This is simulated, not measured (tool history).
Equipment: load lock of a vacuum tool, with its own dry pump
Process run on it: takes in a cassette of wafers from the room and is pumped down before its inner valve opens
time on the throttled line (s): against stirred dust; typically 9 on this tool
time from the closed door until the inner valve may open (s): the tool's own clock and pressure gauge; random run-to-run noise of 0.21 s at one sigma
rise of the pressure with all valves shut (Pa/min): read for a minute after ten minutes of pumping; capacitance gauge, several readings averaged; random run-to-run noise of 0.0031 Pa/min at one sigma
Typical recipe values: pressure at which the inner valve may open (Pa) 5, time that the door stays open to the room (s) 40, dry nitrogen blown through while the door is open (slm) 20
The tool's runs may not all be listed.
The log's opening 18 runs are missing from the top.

| run | hour | time on the throttled line (s) | pressure at which the inner valve may open (Pa) | time that the door stays open to the room (s) | dry nitrogen blown through while the door is open (slm) | hours that the pump has run since its overhaul | times that the door has closed on its seal | incoming humidity of the room's air, % | time from the closed door until the inner valve may open (s) | rise of the pressure with all valves shut (Pa/min) |
|---|---|---|---|---|---|---|---|---|---|---|
| 19 | 2515.5 | 9 | 9 | 40 | 20 | 7773 | 11464 | 47.0 | 18.4 | 0.112 |
| 20 | 2694.5 | 5 | 4 | 73 | 23 | 7952 | 12041 | 45.6 | 16.2 | 0.126 |
| 21 | 2867.9 | 18 | 5 | 104 | 20 | 8126 | 12601 | 44.6 | 25.9 | 0.148 |
| 22 | 3049.2 | 15 | 9 | 30 | 6 | 8307 | 13186 | 44.6 | 23.1 | 0.123 |
| 23 | 3140.3 | 15 | 9 | 30 | 6 | 8398 | 13480 | 44.2 | 22.9 | 0.122 |
| 24 | 3279.1 | 15 | 7 | 30 | 14 | 8537 | 13927 | 44.2 | 23.4 | 0.111 |
| 25 | 3392.1 | 15 | 5 | 28 | 20 | 8650 | 14292 | 44.4 | 23.6 | 0.103 |
| 26 | 3544.3 | 15 | 5 | 28 | 20 | 8802 | 14783 | 47.0 | 23.9 | 0.112 |
| 27 | 3714.3 | 9 | 9 | 81 | 10 | 8972 | 15332 | 44.2 | 18.2 | 0.170 |
| 28 | 3887.8 | 9 | 5 | 53 | 20 | 9145 | 15891 | 42.7 | 19.8 | 0.129 |
| 29 | 4059.2 | 9 | 5 | 53 | 20 | 9317 | 16444 | 45.1 | 18.8 | 0.136 |
| 30 | 4231.1 | 9 | 5 | 53 | 14 | 9489 | 16999 | 45.1 | 19.5 | 0.147 |
| 31 | 4360.3 | 9 | 5 | 53 | 14 | 9618 | 17416 | 47.1 | 19.2 | 0.154 |
| 32 | 4532.5 | 9 | 6 | 40 | 20 | 9790 | 17971 | 42.9 | 18.9 | 0.132 |
| 33 | 4677.1 | 5 | 4 | 40 | 20 | 9935 | 18438 | 43.5 | 16.7 | 0.135 |
| 34 | 4765.7 | 15 | 8 | 40 | 20 | 10023 | 18724 | 44.4 | 23.4 | 0.141 |
| 35 | 4940.4 | 15 | 7 | 75 | 32 | 10198 | 19287 | 46.2 | 23.4 | 0.150 |
| 36 | 5026.7 | 15 | 7 | 75 | 32 | 10284 | 19566 | 43.0 | 23.5 | 0.138 |
| 37 | 5103.5 | 11 | 5 | 40 | 5 | 10361 | 19813 | 44.4 | 20.8 | 0.163 |
| 38 | 5240.6 | 11 | 5 | 40 | 5 | 10498 | 20256 | 44.7 | 20.7 | 0.163 |

Below are 3 alternative next runs, each starting from the tool's condition after run 38. Predict each:
| A | 5398.8 | 9 | 6 | 40 | 20 | 10656 | 20766 | 45.8 | ? | ? |
| B | 5398.8 | 5 | 5 | 37 | 20 | 10656 | 20766 | 47.4 | ? | ? |
| C | 5398.8 | 11 | 5 | 40 | 17 | 10656 | 20766 | 46.8 | ? | ? |

| run | time from the closed door until the inner valve may open (s) | rise of the pressure with all valves shut (Pa/min) |
|---|---|---|
| A | 19.3 | 0.143 |
| B | 16.3 | 0.147 |
| C | 20.8 | 0.146 |
With the hidden condition removed and each run's random variation left untouched, the same runs would have given:
| run | time from the closed door until the inner valve may open (s) | rise of the pressure with all valves shut (Pa/min) |
|---|---|---|
| A | 18.7 | 0.070 |
| B | 15.7 | 0.073 |
| C | 20.3 | 0.073 |
